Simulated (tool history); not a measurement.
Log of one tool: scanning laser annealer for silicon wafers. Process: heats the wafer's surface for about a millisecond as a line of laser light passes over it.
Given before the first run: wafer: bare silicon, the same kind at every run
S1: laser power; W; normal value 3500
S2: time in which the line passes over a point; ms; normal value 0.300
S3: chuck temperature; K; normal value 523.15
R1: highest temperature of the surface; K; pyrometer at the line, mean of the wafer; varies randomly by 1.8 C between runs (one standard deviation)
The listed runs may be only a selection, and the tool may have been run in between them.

run 1 day=0.000 | S1=3500 S2=0.300 S3=523.15 | R1=1257.15
run 2 day=1.383 | S1=3500 S2=0.300 S3=523.15 | R1=1262.15
run 3 day=3.004 | S1=3060 S2=0.300 S3=523.15 | R1=1159.15
run 4 day=4.533 | S1=3060 S2=0.300 S3=523.15 | R1=1156.15
run 5 day=5.421 | S1=3060 S2=0.300 S3=523.15 | R1=1161.15
run 6 day=6.879 | S1=3060 S2=0.300 S3=523.15 | R1=1158.15
run 7 day=7.542 | S1=3060 S2=0.300 S3=523.15 | R1=1159.15
run 8 day=9.096 | S1=3060 S2=0.300 S3=523.15 | R1=1156.15
run 9 day=9.833 | S1=3060 S2=0.300 S3=523.15 | R1=1160.15
run 10 day=11.279 | S1=3352 S2=0.339 S3=562.15 | R1=1313.15
run 11 day=12.533 | S1=3473 S2=0.247 S3=562.15 | R1=1214.15
run 12 day=13.808 | S1=3473 S2=0.247 S3=562.15 | R1=1217.15
run 13 day=14.800 | S1=3061 S2=0.300 S3=489.15 | R1=1121.15
run 14 day=15.971 | S1=3548 S2=0.300 S3=517.15 | R1=1263.15
run 15 day=16.933 | S1=3159 S2=0.321 S3=559.15 | R1=1242.15

Not shown: 1 entry that the log had between the listed runs. Between which runs, and how does the tool's hidden state differ before and after?
In the gap between runs 9 and 10: window over the wafer cleaned (day 10.121)
  light that passes the window, % of a clean one's: 99.9 -> 99.99; width of the line over the set one, %: 0.04 -> 0.05
